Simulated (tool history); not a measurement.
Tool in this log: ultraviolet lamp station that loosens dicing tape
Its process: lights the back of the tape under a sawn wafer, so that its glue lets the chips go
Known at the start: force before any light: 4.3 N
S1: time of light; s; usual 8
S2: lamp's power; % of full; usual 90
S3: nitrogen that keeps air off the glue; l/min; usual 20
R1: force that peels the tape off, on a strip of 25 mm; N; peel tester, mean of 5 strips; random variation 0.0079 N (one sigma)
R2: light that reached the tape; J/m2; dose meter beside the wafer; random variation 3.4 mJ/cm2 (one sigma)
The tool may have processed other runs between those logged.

run	hour	S1	S2	S3	R1	R2
1	0	8	90	20	0.394	4700
2	53.2	8	90	20	0.422	4650
3	76.3	8	90	20	0.408	4610
4	114.5	4	90	20	1.187	2290
5	166.2	4	90	20	1.243	2260
6	210	4	90	20	1.209	2260
7	247.2	4	90	20	1.251	2200
8	285.7	10	90	20	0.296	5500
9	312	10	90	20	0.301	5480
10	342.8	5	90	20	0.945	2690
11	367	5	90	20	0.951	2680
12	403.8	5	90	20	0.938	2680
13	459.7	5	90	23	0.928	2590
# hour 463.6: window cleaned of glue's vapour
14	498.6	6	87	14	1.047	2960
15	546.9	6	87	14	1.064	2940
16	586.1	7	61	9	1.625	2390
# hour 601.5: window cleaned of glue's vapour, once more
17	610.9	7	69	9	1.342	2880
18	647.2	5	69	29	1.136	2020
19	689.6	12	76	21	0.327	5290
20	738	7	76	17	0.893	3040
21	792.4	4	68	24	1.636	1510
22	832.6	4	95	15	1.435	2110
23	878.8	13	74	22	0.32	5280
24	921.9	13	74	22	0.312	5250

Predict each of these 5 candidate next runs independently; none follows another, all start after run 24:
A	967.5	14	74	22	?	?
B	967.5	13	70	20	?	?
C	967.5	4	80	33	?	?
D	967.5	13	71	26	?	?
E	967.5	10	93	24	?	?

run	R1	R2
A	0.305	5510
B	0.389	4870
C	1.346	1710
D	0.324	4940
E	0.331	5030
Take away the tool's hidden state, keep each run's random variation, and the runs would have read:
run	R1	R2
A	0.204	8030
B	0.233	7070
C	0.834	2500
D	0.207	7200
E	0.207	7320
